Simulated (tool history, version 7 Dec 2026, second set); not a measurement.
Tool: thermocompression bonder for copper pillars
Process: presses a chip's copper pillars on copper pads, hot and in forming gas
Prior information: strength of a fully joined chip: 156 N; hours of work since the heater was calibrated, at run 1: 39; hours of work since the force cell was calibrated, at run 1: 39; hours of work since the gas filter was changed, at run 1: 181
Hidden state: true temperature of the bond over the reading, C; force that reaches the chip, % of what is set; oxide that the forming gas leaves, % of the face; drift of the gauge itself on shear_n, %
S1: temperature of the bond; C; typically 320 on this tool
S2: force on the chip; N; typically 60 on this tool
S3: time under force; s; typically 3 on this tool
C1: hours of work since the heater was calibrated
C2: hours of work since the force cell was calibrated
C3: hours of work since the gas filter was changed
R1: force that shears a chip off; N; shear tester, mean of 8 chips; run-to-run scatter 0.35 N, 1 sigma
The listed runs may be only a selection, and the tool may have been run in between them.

Run 1, hour 0.0: usual settings; C1 39; C2 39; C3 181. Result: R1 68.3 N.
Run 2, hour 5.9: usual settings; C1 42; C2 42; C3 184. Result: R1 68.1 N.
At hour 7.3: forming gas filter changed.
Run 3, hour 15.2: usual settings; C1 47; C2 47; C3 4. Result: R1 70.2 N.
Run 4, hour 26.6: usual settings; C1 53; C2 53; C3 10. Result: R1 70.0 N.
Run 5, hour 36.1: usual settings; C1 58; C2 58; C3 15. Result: R1 70.2 N.
Run 6, hour 47.0: usual settings; C1 63; C2 63; C3 21. Result: R1 70.1 N.
Run 7, hour 57.3: usual settings; C1 68; C2 68; C3 26. Result: R1 69.7 N.
Run 8, hour 65.2: usual settings but S2 90 N; C1 73; C2 73; C3 30. Result: R1 99.9 N.
Run 9, hour 74.7: usual settings; C1 78; C2 78; C3 35. Result: R1 69.3 N.
Run 10, hour 82.1: usual settings but S2 46 N; C1 81; C2 81; C3 39. Result: R1 52.9 N.
Run 11, hour 92.5: usual settings; C1 87; C2 87; C3 44. Result: R1 69.4 N.
Run 12, hour 103.9: usual settings; C1 93; C2 93; C3 50. Result: R1 69.7 N.
Run 13, hour 114.7: usual settings; C1 98; C2 98; C3 56. Result: R1 70.2 N.
Run 14, hour 124.7: usual settings; C1 104; C2 104; C3 61. Result: R1 69.9 N.
Run 15, hour 129.5: usual settings but S1 319 C; C1 106; C2 106; C3 63. Result: R1 69.0 N.
Run 16, hour 134.7: usual settings but S1 319 C, S3 8 s; C1 109; C2 109; C3 66. Result: R1 96.1 N.
Run 17, hour 142.9: usual settings but S1 319 C; C1 113; C2 113; C3 70. Result: R1 68.5 N.
Run 18, hour 153.2: usual settings but S1 294 C, S2 79 N, S3 6 s; C1 118; C2 118; C3 76. Result: R1 90.2 N.
Run 19, hour 163.4: usual settings but S1 294 C, S2 79 N, S3 6 s; C1 124; C2 124; C3 81. Result: R1 90.3 N.
Run 20, hour 172.4: usual settings but S1 294 C, S2 79 N, S3 6 s; C1 128; C2 128; C3 86. Result: R1 90.8 N.
Run 21, hour 184.0: usual settings but S1 312 C, S2 82 N, S3 7 s; C1 134; C2 134; C3 92. Result: R1 110.3 N.
Run 22, hour 190.3: usual settings but S1 312 C, S2 82 N, S3 7 s; C1 138; C2 138; C3 95. Result: R1 109.9 N.
Run 23, hour 197.6: usual settings but S1 302 C, S2 52 N, S3 7 s; C1 141; C2 141; C3 99. Result: R1 69.6 N.
Run 24, hour 203.3: usual settings but S1 302 C, S2 52 N, S3 7 s; C1 144; C2 144; C3 102. Result: R1 69.5 N.
Run 25, hour 211.0: usual settings but S2 57 N, S3 6 s; C1 148; C2 148; C3 106. Result: R1 83.7 N.
Run 26, hour 219.9: usual settings but S2 57 N, S3 6 s; C1 153; C2 153; C3 110. Result: R1 83.8 N.

Forecast each of these 4 alternatives for the next run:
Run A, hour 225.4: usual settings but S1 331 C, S2 69 N, S3 4 s; C1 156; C2 156; C3 113. Result: R1 ?.
Run B, hour 225.4: usual settings but S1 300 C, S2 54 N; C1 156; C2 156; C3 113. Result: R1 ?.
Run C, hour 225.4: usual settings but S1 313 C; C1 156; C2 156; C3 113. Result: R1 ?.
Run D, hour 225.4: usual settings but S1 292 C, S2 82 N; C1 156; C2 156; C3 113. Result: R1 ?.

run    R1
  A  93.5
  B  51.1
  C  64.5
  D  72.3
With no hidden state in the tool, these same runs would have given:
run    R1
  A  95.2
  B  51.9
  C  65.7
  D  73.6
